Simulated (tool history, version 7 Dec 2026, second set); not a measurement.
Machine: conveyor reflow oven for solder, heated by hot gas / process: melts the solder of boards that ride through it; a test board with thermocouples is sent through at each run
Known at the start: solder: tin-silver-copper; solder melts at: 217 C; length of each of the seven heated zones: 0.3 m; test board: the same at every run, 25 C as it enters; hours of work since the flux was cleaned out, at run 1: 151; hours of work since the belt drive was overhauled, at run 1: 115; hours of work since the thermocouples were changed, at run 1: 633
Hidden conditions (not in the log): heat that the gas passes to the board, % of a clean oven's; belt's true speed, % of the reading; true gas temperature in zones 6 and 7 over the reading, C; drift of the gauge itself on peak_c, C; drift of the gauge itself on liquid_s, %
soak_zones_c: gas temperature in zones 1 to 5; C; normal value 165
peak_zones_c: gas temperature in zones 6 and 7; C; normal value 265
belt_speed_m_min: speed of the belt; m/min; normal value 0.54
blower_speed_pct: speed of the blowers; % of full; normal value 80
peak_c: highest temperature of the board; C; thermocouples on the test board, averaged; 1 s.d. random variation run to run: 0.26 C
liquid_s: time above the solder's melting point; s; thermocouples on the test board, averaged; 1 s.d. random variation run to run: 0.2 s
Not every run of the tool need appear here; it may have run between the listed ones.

| run | hour | soak_zones_c | peak_zones_c | belt_speed_m_min | blower_speed_pct | hours of work since the flux was cleaned out | hours of work since the belt drive was overhauled | hours of work since the thermocouples were changed | peak_c | liquid_s |
|---|---|---|---|---|---|---|---|---|---|---|
| 1 | 0 | 165 | 265 | 0.54 | 80 | 151 | 115 | 633 | 246.8 | 43.5 |
| 2 | 8.7 | 165 | 263 | 0.54 | 80 | 158 | 122 | 639 | 244.7 | 41.7 |
| 3 | 14.3 | 165 | 253 | 0.54 | 80 | 162 | 126 | 644 | 236.2 | 34.4 |
| 4 | 19.8 | 165 | 265 | 0.54 | 87 | 166 | 130 | 648 | 247.6 | 44.1 |
| 5 | 27.8 | 153 | 265 | 0.54 | 80 | 172 | 136 | 654 | 244.5 | 38.6 |
| 6 | 33.3 | 153 | 265 | 0.54 | 80 | 176 | 140 | 658 | 244.5 | 38.5 |
| 7 | 39.9 | 153 | 265 | 0.54 | 80 | 181 | 145 | 663 | 244.3 | 38.3 |
| 8 | 45.6 | 153 | 265 | 0.54 | 63 | 185 | 149 | 667 | 239.8 | 33.7 |
| 9 | 52.6 | 153 | 265 | 0.54 | 63 | 191 | 154 | 672 | 240 | 33.6 |
| 10 | 57.4 | 165 | 265 | 0.54 | 80 | 194 | 158 | 676 | 246.1 | 43 |
| 11 | 65.9 | 165 | 265 | 0.54 | 80 | 201 | 164 | 682 | 246.2 | 42.9 |
| 12 | 74.3 | 165 | 265 | 0.54 | 80 | 207 | 171 | 688 | 246 | 42.7 |
| 13 | 78.4 | 165 | 265 | 0.48 | 80 | 210 | 174 | 691 | 249.8 | 52.5 |
| 14 | 84.8 | 165 | 265 | 0.54 | 80 | 215 | 178 | 696 | 246.8 | 43 |
| 15 | 91.1 | 165 | 265 | 0.54 | 80 | 219 | 183 | 701 | 246.4 | 42.7 |
| 16 | 95.5 | 165 | 265 | 0.54 | 57 | 223 | 186 | 704 | 240.7 | 36.6 |
| 17 | 99.4 | 165 | 265 | 0.54 | 57 | 226 | 189 | 707 | 240.4 | 36.5 |
| 18 | 104.9 | 165 | 265 | 0.54 | 57 | 230 | 193 | 711 | 240.4 | 36.6 |
| 19 | 110.1 | 180 | 255 | 0.54 | 80 | 234 | 197 | 715 | 240.1 | 43 |
| 20 | 114.9 | 165 | 265 | 0.54 | 63 | 237 | 201 | 719 | 241.7 | 38.7 |
| 21 | 119.8 | 165 | 265 | 0.515 | 54 | 241 | 204 | 722 | 241.5 | 39.4 |
| 22 | 127 | 165 | 265 | 0.515 | 54 | 246 | 210 | 728 | 241.9 | 39.8 |
|  | 135.8 | flux residue cleaned out of gas plates and filters |
| 23 | 136.7 | 166 | 266 | 0.54 | 79 | 1 | 213 | 731 | 248.8 | 45.6 |
| 24 | 141.6 | 161 | 275 | 0.478 | 79 | 4 | 217 | 735 | 260.3 | 58.2 |
| 25 | 147.1 | 165 | 277 | 0.54 | 80 | 8 | 221 | 739 | 258.9 | 50.9 |
| 26 | 154.3 | 165 | 277 | 0.54 | 80 | 14 | 226 | 744 | 258.2 | 51.2 |
| 27 | 161.3 | 163 | 266 | 0.506 | 80 | 19 | 232 | 750 | 250.4 | 49.5 |
| 28 | 166.9 | 163 | 266 | 0.506 | 80 | 23 | 236 | 754 | 250.8 | 49.6 |
| 29 | 174.7 | 171 | 265 | 0.64 | 80 | 29 | 242 | 760 | 243.4 | 34.5 |
| 30 | 178.3 | 172 | 272 | 0.546 | 70 | 32 | 244 | 762 | 252.9 | 48.5 |
| 31 | 185 | 172 | 272 | 0.546 | 70 | 37 | 249 | 767 | 252.8 | 48.9 |

Forecast each of these 3 alternatives for the next run:
| A | 192.9 | 164 | 272 | 0.546 | 78 | 43 | 255 | 773 | ? | ? |
| B | 192.9 | 165 | 275 | 0.54 | 80 | 43 | 255 | 773 | ? | ? |
| C | 192.9 | 165 | 258 | 0.501 | 80 | 43 | 255 | 773 | ? | ? |

| run | peak_c | liquid_s |
|---|---|---|
| A | 252.6 | 46.7 |
| B | 256.3 | 49.9 |
| C | 243.5 | 45.6 |
Stripped of hidden state, with their random variation kept, the same runs would have yielded:
| run | peak_c | liquid_s |
|---|---|---|
| A | 253.7 | 47.2 |
| B | 257.4 | 50.3 |
| C | 244.6 | 46.3 |
